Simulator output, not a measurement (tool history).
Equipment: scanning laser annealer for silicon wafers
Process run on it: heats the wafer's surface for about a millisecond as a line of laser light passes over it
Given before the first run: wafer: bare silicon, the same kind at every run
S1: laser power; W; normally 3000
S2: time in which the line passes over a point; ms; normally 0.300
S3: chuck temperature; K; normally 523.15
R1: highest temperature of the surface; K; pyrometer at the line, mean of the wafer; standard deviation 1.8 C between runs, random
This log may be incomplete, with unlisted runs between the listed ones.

{"run": 1, "day": 0.0, "S1": 3000, "S2": 0.3, "S3": 523.15, "R1": 1205.15}
{"run": 2, "day": 0.588, "S1": 3000, "S2": 0.3, "S3": 523.15, "R1": 1207.15}
{"run": 3, "day": 1.654, "S1": 3000, "S2": 0.3, "S3": 523.15, "R1": 1207.15}
{"run": 4, "day": 2.412, "S1": 3000, "S2": 0.3, "S3": 523.15, "R1": 1205.15}
{"run": 5, "day": 3.225, "S1": 3000, "S2": 0.3, "S3": 523.15, "R1": 1206.15}
{"run": 6, "day": 3.929, "S1": 3000, "S2": 0.214, "S3": 523.15, "R1": 1086.15}
{"run": 7, "day": 4.808, "S1": 3000, "S2": 0.299, "S3": 523.15, "R1": 1202.15}
{"run": 8, "day": 5.438, "S1": 3000, "S2": 0.3, "S3": 494.15, "R1": 1174.15}
{"run": 9, "day": 6.217, "S1": 3000, "S2": 0.3, "S3": 523.15, "R1": 1201.15}
{"run": 10, "day": 7.242, "S1": 3000, "S2": 0.3, "S3": 523.15, "R1": 1205.15}
{"run": 11, "day": 8.238, "S1": 3000, "S2": 0.3, "S3": 523.15, "R1": 1203.15}
{"run": 12, "day": 9.479, "S1": 3000, "S2": 0.3, "S3": 523.15, "R1": 1201.15}
{"run": 13, "day": 10.479, "S1": 3000, "S2": 0.3, "S3": 523.15, "R1": 1201.15}
{"run": 14, "day": 11.321, "S1": 3000, "S2": 0.3, "S3": 484.15, "R1": 1159.15}
{"run": 15, "day": 12.146, "S1": 3000, "S2": 0.3, "S3": 484.15, "R1": 1165.15}
{"run": 16, "day": 12.854, "S1": 3144, "S2": 0.3, "S3": 523.15, "R1": 1239.15}
{"run": 17, "day": 14.138, "S1": 3144, "S2": 0.3, "S3": 523.15, "R1": 1234.15}
{"run": 18, "day": 15.212, "S1": 3144, "S2": 0.3, "S3": 532.15, "R1": 1243.15}
{"run": 19, "day": 16.225, "S1": 3144, "S2": 0.3, "S3": 532.15, "R1": 1243.15}
{"run": 20, "day": 16.904, "S1": 3144, "S2": 0.3, "S3": 532.15, "R1": 1244.15}
{"run": 21, "day": 18.017, "S1": 2621, "S2": 0.3, "S3": 495.15, "R1": 1078.15}
{"run": 22, "day": 18.638, "S1": 3111, "S2": 0.325, "S3": 523.15, "R1": 1256.15}
{"run": 23, "day": 19.379, "S1": 3299, "S2": 0.242, "S3": 515.15, "R1": 1175.15}
{"run": 24, "day": 20.262, "S1": 3299, "S2": 0.242, "S3": 515.15, "R1": 1176.15}
{"run": 25, "day": 20.808, "S1": 3000, "S2": 0.3, "S3": 552.15, "R1": 1225.15}
{"day": 21.683, "done": "window over the wafer cleaned"}
{"run": 26, "day": 22.121, "S1": 3000, "S2": 0.3, "S3": 552.15, "R1": 1237.15}
{"run": 27, "day": 22.858, "S1": 3000, "S2": 0.3, "S3": 552.15, "R1": 1237.15}
{"run": 28, "day": 23.617, "S1": 3000, "S2": 0.3, "S3": 535.15, "R1": 1220.15}
{"day": 23.925, "done": "optics aligned, line set to its width"}
{"run": 29, "day": 24.871, "S1": 2680, "S2": 0.324, "S3": 535.15, "R1": 1163.15}
{"run": 30, "day": 26.104, "S1": 2680, "S2": 0.324, "S3": 535.15, "R1": 1159.15}
{"run": 31, "day": 27.154, "S1": 2680, "S2": 0.324, "S3": 535.15, "R1": 1163.15}
{"run": 32, "day": 28.417, "S1": 3072, "S2": 0.236, "S3": 548.15, "R1": 1156.15}
{"run": 33, "day": 29.412, "S1": 2588, "S2": 0.269, "S3": 534.15, "R1": 1074.15}
{"run": 34, "day": 30.596, "S1": 3000, "S2": 0.3, "S3": 544.15, "R1": 1220.15}
{"day": 30.896, "done": "optics aligned, line set to its width, once more"}
{"run": 35, "day": 31.629, "S1": 3000, "S2": 0.3, "S3": 544.15, "R1": 1242.15}
{"run": 36, "day": 32.892, "S1": 3000, "S2": 0.3, "S3": 544.15, "R1": 1238.15}
{"run": 37, "day": 33.458, "S1": 3000, "S2": 0.358, "S3": 560.15, "R1": 1326.15}
{"run": 38, "day": 34.6, "S1": 3042, "S2": 0.359, "S3": 496.15, "R1": 1275.15}
{"run": 39, "day": 35.829, "S1": 3042, "S2": 0.359, "S3": 496.15, "R1": 1273.15}
{"run": 40, "day": 36.854, "S1": 3000, "S2": 0.3, "S3": 523.15, "R1": 1216.15}

Branching from run 40: 5 alternative next runs. What would each branch give?
{"run": "A", "day": 37.896, "S1": 2765, "S2": 0.296, "S3": 523.15, "R1": "?"}
{"run": "B", "day": 37.896, "S1": 2940, "S2": 0.274, "S3": 485.15, "R1": "?"}
{"run": "C", "day": 37.896, "S1": 3121, "S2": 0.279, "S3": 536.15, "R1": "?"}
{"run": "D", "day": 37.896, "S1": 2570, "S2": 0.253, "S3": 523.15, "R1": "?"}
{"run": "E", "day": 37.896, "S1": 3000, "S2": 0.341, "S3": 523.15, "R1": "?"}

run=A R1=1150.15
run=B R1=1128.15
run=C R1=1230.15
run=D R1=1048.15
run=E R1=1267.15
What these runs would have given with no unlogged condition in the tool:
run=A R1=1161.15
run=B R1=1139.15
run=C R1=1243.15
run=D R1=1057.15
run=E R1=1281.15

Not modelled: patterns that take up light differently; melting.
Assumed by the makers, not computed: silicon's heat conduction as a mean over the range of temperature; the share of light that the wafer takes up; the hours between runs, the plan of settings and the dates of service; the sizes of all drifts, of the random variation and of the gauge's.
